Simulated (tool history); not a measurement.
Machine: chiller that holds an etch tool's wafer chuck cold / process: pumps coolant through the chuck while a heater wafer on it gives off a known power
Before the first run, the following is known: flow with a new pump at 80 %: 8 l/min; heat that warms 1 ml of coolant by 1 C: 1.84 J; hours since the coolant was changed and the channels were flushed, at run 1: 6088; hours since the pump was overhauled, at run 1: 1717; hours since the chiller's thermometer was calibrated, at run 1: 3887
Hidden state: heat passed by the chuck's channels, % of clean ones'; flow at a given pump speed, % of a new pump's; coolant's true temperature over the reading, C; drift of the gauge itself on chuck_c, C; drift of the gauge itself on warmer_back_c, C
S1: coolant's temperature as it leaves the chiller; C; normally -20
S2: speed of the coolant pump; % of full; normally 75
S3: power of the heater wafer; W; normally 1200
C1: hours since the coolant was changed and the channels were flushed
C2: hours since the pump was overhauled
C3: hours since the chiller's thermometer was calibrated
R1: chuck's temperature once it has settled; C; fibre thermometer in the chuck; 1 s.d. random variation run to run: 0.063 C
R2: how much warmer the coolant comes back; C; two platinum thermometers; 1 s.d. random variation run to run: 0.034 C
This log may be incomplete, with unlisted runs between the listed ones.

{"run": 1, "hour": 0.0, "S1": -20, "S2": 75, "S3": 1200, "C1": 6088, "C2": 1717, "C3": 3887, "R1": -11.35, "R2": 5.2}
{"run": 2, "hour": 148.3, "S1": -20, "S2": 95, "S3": 1200, "C1": 6237, "C2": 1865, "C3": 4036, "R1": -12.53, "R2": 4.07}
{"run": 3, "hour": 262.2, "S1": -22, "S2": 75, "S3": 1200, "C1": 6350, "C2": 1979, "C3": 4150, "R1": -13.16, "R2": 5.24}
{"run": 4, "hour": 377.6, "S1": -22, "S2": 69, "S3": 1200, "C1": 6466, "C2": 2095, "C3": 4265, "R1": -12.8, "R2": 5.66}
{"run": 5, "hour": 494.8, "S1": -22, "S2": 69, "S3": 1200, "C1": 6583, "C2": 2212, "C3": 4382, "R1": -12.76, "R2": 5.7}
{"run": 6, "hour": 629.6, "S1": -22, "S2": 69, "S3": 1200, "C1": 6718, "C2": 2347, "C3": 4517, "R1": -12.64, "R2": 5.71}
{"run": 7, "hour": 776.9, "S1": -22, "S2": 69, "S3": 1200, "C1": 6865, "C2": 2494, "C3": 4664, "R1": -12.59, "R2": 5.75}
{"run": 8, "hour": 897.6, "S1": -20, "S2": 99, "S3": 1200, "C1": 6986, "C2": 2615, "C3": 4785, "R1": -12.76, "R2": 3.98}
{"run": 9, "hour": 974.4, "S1": -20, "S2": 99, "S3": 1200, "C1": 7063, "C2": 2692, "C3": 4862, "R1": -12.66, "R2": 3.95}
{"run": 10, "hour": 1072.2, "S1": -20, "S2": 99, "S3": 1200, "C1": 7160, "C2": 2789, "C3": 4960, "R1": -12.66, "R2": 3.86}
{"run": 11, "hour": 1141.8, "S1": -23, "S2": 75, "S3": 1200, "C1": 7230, "C2": 2859, "C3": 5029, "R1": -14.18, "R2": 5.29}
{"run": 12, "hour": 1276.5, "S1": -24, "S2": 87, "S3": 1131, "C1": 7365, "C2": 2994, "C3": 5164, "R1": -16.55, "R2": 4.26}
{"run": 13, "hour": 1416.3, "S1": -14, "S2": 70, "S3": 904, "C1": 7505, "C2": 3133, "C3": 5304, "R1": -7.21, "R2": 4.26}
{"run": 14, "hour": 1505.3, "S1": -24, "S2": 70, "S3": 1168, "C1": 7594, "C2": 3222, "C3": 5393, "R1": -15.11, "R2": 5.41}
{"run": 15, "hour": 1626.5, "S1": -20, "S2": 88, "S3": 1200, "C1": 7715, "C2": 3344, "C3": 5514, "R1": -12.15, "R2": 4.47}
{"hour": 1691.5, "done": "chiller's thermometer calibrated"}
{"run": 16, "hour": 1715.4, "S1": -20, "S2": 88, "S3": 1200, "C1": 7803, "C2": 3432, "C3": 24, "R1": -12.15, "R2": 4.41}
{"run": 17, "hour": 1790.6, "S1": -20, "S2": 88, "S3": 1200, "C1": 7878, "C2": 3507, "C3": 99, "R1": -12.11, "R2": 4.4}
{"run": 18, "hour": 1882.9, "S1": -30, "S2": 64, "S3": 673, "C1": 7970, "C2": 3599, "C3": 191, "R1": -24.49, "R2": 3.44}

Alternative continuations, all from the tool just after run 18; predict every row:
{"run": "A", "hour": 2020.8, "S1": -24, "S2": 62, "S3": 781, "C1": 8108, "C2": 3737, "C3": 329, "R1": "?", "R2": "?"}
{"run": "B", "hour": 2020.8, "S1": -16, "S2": 82, "S3": 659, "C1": 8108, "C2": 3737, "C3": 329, "R1": "?", "R2": "?"}
{"run": "C", "hour": 2020.8, "S1": -20, "S2": 75, "S3": 964, "C1": 8108, "C2": 3737, "C3": 329, "R1": "?", "R2": "?"}

run=A R1=-17.55 R2=4.11
run=B R1=-11.51 R2=2.64
run=C R1=-12.89 R2=4.14
With the hidden condition removed and each run's random variation left untouched, the same runs would have given:
run=A R1=-17.55 R2=4.11
run=B R1=-11.51 R2=2.64
run=C R1=-12.89 R2=4.14

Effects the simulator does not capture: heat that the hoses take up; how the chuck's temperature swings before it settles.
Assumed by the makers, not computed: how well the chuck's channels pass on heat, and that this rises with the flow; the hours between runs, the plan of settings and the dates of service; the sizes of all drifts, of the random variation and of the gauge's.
